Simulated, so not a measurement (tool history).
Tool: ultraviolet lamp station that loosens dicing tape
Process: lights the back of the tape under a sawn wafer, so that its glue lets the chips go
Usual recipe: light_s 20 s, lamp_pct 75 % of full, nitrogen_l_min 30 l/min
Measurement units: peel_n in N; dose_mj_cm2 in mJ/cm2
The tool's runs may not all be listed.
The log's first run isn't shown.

{"run": 2, "hour": 4.8, "light_s": 20, "lamp_pct": 75, "nitrogen_l_min": 30, "peel_n": 0.644, "dose_mj_cm2": 491}
{"run": 3, "hour": 15.3, "light_s": 20, "lamp_pct": 63, "nitrogen_l_min": 30, "peel_n": 0.912, "dose_mj_cm2": 409}
{"run": 4, "hour": 25.1, "light_s": 20, "lamp_pct": 75, "nitrogen_l_min": 30, "peel_n": 0.625, "dose_mj_cm2": 494}
{"run": 5, "hour": 33.6, "light_s": 20, "lamp_pct": 75, "nitrogen_l_min": 30, "peel_n": 0.637, "dose_mj_cm2": 489}
{"run": 6, "hour": 39.8, "light_s": 20, "lamp_pct": 75, "nitrogen_l_min": 30, "peel_n": 0.636, "dose_mj_cm2": 488}
{"run": 7, "hour": 48.9, "light_s": 20, "lamp_pct": 75, "nitrogen_l_min": 30, "peel_n": 0.628, "dose_mj_cm2": 490}
{"run": 8, "hour": 57.5, "light_s": 20, "lamp_pct": 75, "nitrogen_l_min": 30, "peel_n": 0.633, "dose_mj_cm2": 490}
{"run": 9, "hour": 68.8, "light_s": 20, "lamp_pct": 75, "nitrogen_l_min": 15, "peel_n": 0.901, "dose_mj_cm2": 491}
{"run": 10, "hour": 74.4, "light_s": 20, "lamp_pct": 75, "nitrogen_l_min": 30, "peel_n": 0.654, "dose_mj_cm2": 493}
{"run": 11, "hour": 79.8, "light_s": 20, "lamp_pct": 75, "nitrogen_l_min": 30, "peel_n": 0.649, "dose_mj_cm2": 490}
{"run": 12, "hour": 85.2, "light_s": 20, "lamp_pct": 75, "nitrogen_l_min": 30, "peel_n": 0.648, "dose_mj_cm2": 482}
{"run": 13, "hour": 94.0, "light_s": 20, "lamp_pct": 75, "nitrogen_l_min": 30, "peel_n": 0.639, "dose_mj_cm2": 491}
{"run": 14, "hour": 99.6, "light_s": 20, "lamp_pct": 75, "nitrogen_l_min": 30, "peel_n": 0.633, "dose_mj_cm2": 487}
{"run": 15, "hour": 109.0, "light_s": 20, "lamp_pct": 75, "nitrogen_l_min": 30, "peel_n": 0.621, "dose_mj_cm2": 491}
{"run": 16, "hour": 114.4, "light_s": 20, "lamp_pct": 75, "nitrogen_l_min": 30, "peel_n": 0.634, "dose_mj_cm2": 494}
{"run": 17, "hour": 125.1, "light_s": 20, "lamp_pct": 75, "nitrogen_l_min": 30, "peel_n": 0.597, "dose_mj_cm2": 490}
{"run": 18, "hour": 133.6, "light_s": 31, "lamp_pct": 75, "nitrogen_l_min": 30, "peel_n": 0.274, "dose_mj_cm2": 769}
{"run": 19, "hour": 139.4, "light_s": 31, "lamp_pct": 75, "nitrogen_l_min": 30, "peel_n": 0.267, "dose_mj_cm2": 755}
{"run": 20, "hour": 144.6, "light_s": 31, "lamp_pct": 75, "nitrogen_l_min": 30, "peel_n": 0.274, "dose_mj_cm2": 761}
{"run": 21, "hour": 152.0, "light_s": 31, "lamp_pct": 75, "nitrogen_l_min": 30, "peel_n": 0.274, "dose_mj_cm2": 767}
{"run": 22, "hour": 162.7, "light_s": 31, "lamp_pct": 75, "nitrogen_l_min": 30, "peel_n": 0.269, "dose_mj_cm2": 755}
{"run": 23, "hour": 173.7, "light_s": 31, "lamp_pct": 75, "nitrogen_l_min": 30, "peel_n": 0.262, "dose_mj_cm2": 754}
{"run": 24, "hour": 181.8, "light_s": 31, "lamp_pct": 71, "nitrogen_l_min": 13, "peel_n": 0.452, "dose_mj_cm2": 715}
{"run": 25, "hour": 187.1, "light_s": 19, "lamp_pct": 93, "nitrogen_l_min": 14, "peel_n": 0.678, "dose_mj_cm2": 572}

Predict the results of run 26:
{"run": 26, "hour": 196.3, "light_s": 11, "lamp_pct": 93, "nitrogen_l_min": 37, "peel_n": "?", "dose_mj_cm2": "?"}

{"run 26": {"peel_n": 1.234, "dose_mj_cm2": 336}}
Had the tool carried no hidden state, the very same run would have given peel_n 1.232 N, dose_mj_cm2 336 mJ/cm2.
